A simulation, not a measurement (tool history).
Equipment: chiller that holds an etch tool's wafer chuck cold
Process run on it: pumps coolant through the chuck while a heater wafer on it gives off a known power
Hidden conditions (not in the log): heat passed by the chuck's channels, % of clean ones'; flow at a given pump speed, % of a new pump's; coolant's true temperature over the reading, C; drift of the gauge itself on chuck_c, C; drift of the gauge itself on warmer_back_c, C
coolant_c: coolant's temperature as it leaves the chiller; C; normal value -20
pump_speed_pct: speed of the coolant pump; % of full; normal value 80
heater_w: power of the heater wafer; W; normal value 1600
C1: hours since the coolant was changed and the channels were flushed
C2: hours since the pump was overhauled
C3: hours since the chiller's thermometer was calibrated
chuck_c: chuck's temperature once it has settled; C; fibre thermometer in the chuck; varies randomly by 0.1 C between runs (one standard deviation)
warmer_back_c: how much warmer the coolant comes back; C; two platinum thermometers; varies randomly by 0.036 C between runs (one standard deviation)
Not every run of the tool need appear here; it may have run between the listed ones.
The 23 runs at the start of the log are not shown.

-- hour=1384.3 chiller's thermometer calibrated
run 24 hour=1403.2 | coolant_c=-13 pump_speed_pct=91 heater_w=942 | C1=3117 C2=199 C3=19 | chuck_c=-7.1 warmer_back_c=3.26
run 25 hour=1484.2 | coolant_c=-13 pump_speed_pct=91 heater_w=942 | C1=3198 C2=280 C3=100 | chuck_c=-6.8 warmer_back_c=3.28
run 26 hour=1538.7 | coolant_c=-20 pump_speed_pct=69 heater_w=1600 | C1=3253 C2=335 C3=154 | chuck_c=-6.3 warmer_back_c=7.65
run 27 hour=1610.5 | coolant_c=-13 pump_speed_pct=67 heater_w=1600 | C1=3325 C2=407 C3=226 | chuck_c=1.3 warmer_back_c=7.85
run 28 hour=1678.4 | coolant_c=-17 pump_speed_pct=73 heater_w=1321 | C1=3393 C2=475 C3=294 | chuck_c=-6.2 warmer_back_c=5.88
run 29 hour=1727.6 | coolant_c=-18 pump_speed_pct=61 heater_w=1354 | C1=3442 C2=524 C3=343 | chuck_c=-4.5 warmer_back_c=7.3
run 30 hour=1779.8 | coolant_c=-17 pump_speed_pct=99 heater_w=2093 | C1=3494 C2=576 C3=396 | chuck_c=-4 warmer_back_c=6.65
run 31 hour=1852.3 | coolant_c=-17 pump_speed_pct=99 heater_w=2093 | C1=3566 C2=648 C3=468 | chuck_c=-4.2 warmer_back_c=6.69
run 32 hour=1948.6 | coolant_c=-17 pump_speed_pct=99 heater_w=2093 | C1=3663 C2=745 C3=564 | chuck_c=-4.2 warmer_back_c=6.68
run 33 hour=1987.8 | coolant_c=-17 pump_speed_pct=99 heater_w=2093 | C1=3702 C2=784 C3=603 | chuck_c=-3.8 warmer_back_c=6.71

Each row is a separate what-if for the run after 33, all from the same tool condition, not one after another. Results?
run A hour=2057.1 | coolant_c=-13 pump_speed_pct=63 heater_w=1031 | C1=3771 C2=853 C3=673 | chuck_c=? warmer_back_c=?
run B hour=2057.1 | coolant_c=-11 pump_speed_pct=62 heater_w=844 | C1=3771 C2=853 C3=673 | chuck_c=? warmer_back_c=?
run C hour=2057.1 | coolant_c=-20 pump_speed_pct=80 heater_w=1489 | C1=3771 C2=853 C3=673 | chuck_c=? warmer_back_c=?

run=A chuck_c=-3.1 warmer_back_c=5.43
run=B chuck_c=-2.9 warmer_back_c=4.52
run=C chuck_c=-8.7 warmer_back_c=5.99
With no hidden state in the tool, these same runs would have given:
run=A chuck_c=-3.5 warmer_back_c=5.39
run=B chuck_c=-3.2 warmer_back_c=4.48
run=C chuck_c=-9.2 warmer_back_c=5.94
